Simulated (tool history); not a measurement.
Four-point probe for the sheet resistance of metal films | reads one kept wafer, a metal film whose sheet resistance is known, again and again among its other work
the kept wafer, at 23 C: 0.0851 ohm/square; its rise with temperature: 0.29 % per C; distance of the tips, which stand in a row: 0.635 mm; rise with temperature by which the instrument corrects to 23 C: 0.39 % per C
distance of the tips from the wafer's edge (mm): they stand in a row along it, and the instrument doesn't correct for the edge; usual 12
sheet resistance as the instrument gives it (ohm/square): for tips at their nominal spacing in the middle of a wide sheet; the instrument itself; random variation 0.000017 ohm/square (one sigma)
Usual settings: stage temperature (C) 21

| run | hour | stage temperature (C) | distance of the tips from the wafer's edge (mm) | sheet resistance as the instrument gives it (ohm/square) |
|---|---|---|---|---|
| 1 | 0 | 21 | 12 | 0.08492 |
| 2 | 29.1 | 21 | 12 | 0.084931 |
| 3 | 44 | 21 | 12 | 0.084875 |
| 4 | 63.8 | 24 | 12 | 0.084679 |
| 5 | 90.3 | 24 | 12 | 0.084681 |
| 6 | 104.9 | 25 | 32 | 0.084478 |
| 7 | 128.7 | 20 | 3 | 0.086885 |
| 8 | 145.7 | 25 | 66 | 0.084467 |
| 9 | 163.5 | 25 | 7 | 0.084816 |

Forecast run 10:
| 10 | 181.1 | 21 | 19 | ? |

sheet resistance as the instrument gives it (ohm/square): 0.084828
Without the tool's hidden state the same run would have given sheet resistance as the instrument gives it (ohm/square) 0.085314.

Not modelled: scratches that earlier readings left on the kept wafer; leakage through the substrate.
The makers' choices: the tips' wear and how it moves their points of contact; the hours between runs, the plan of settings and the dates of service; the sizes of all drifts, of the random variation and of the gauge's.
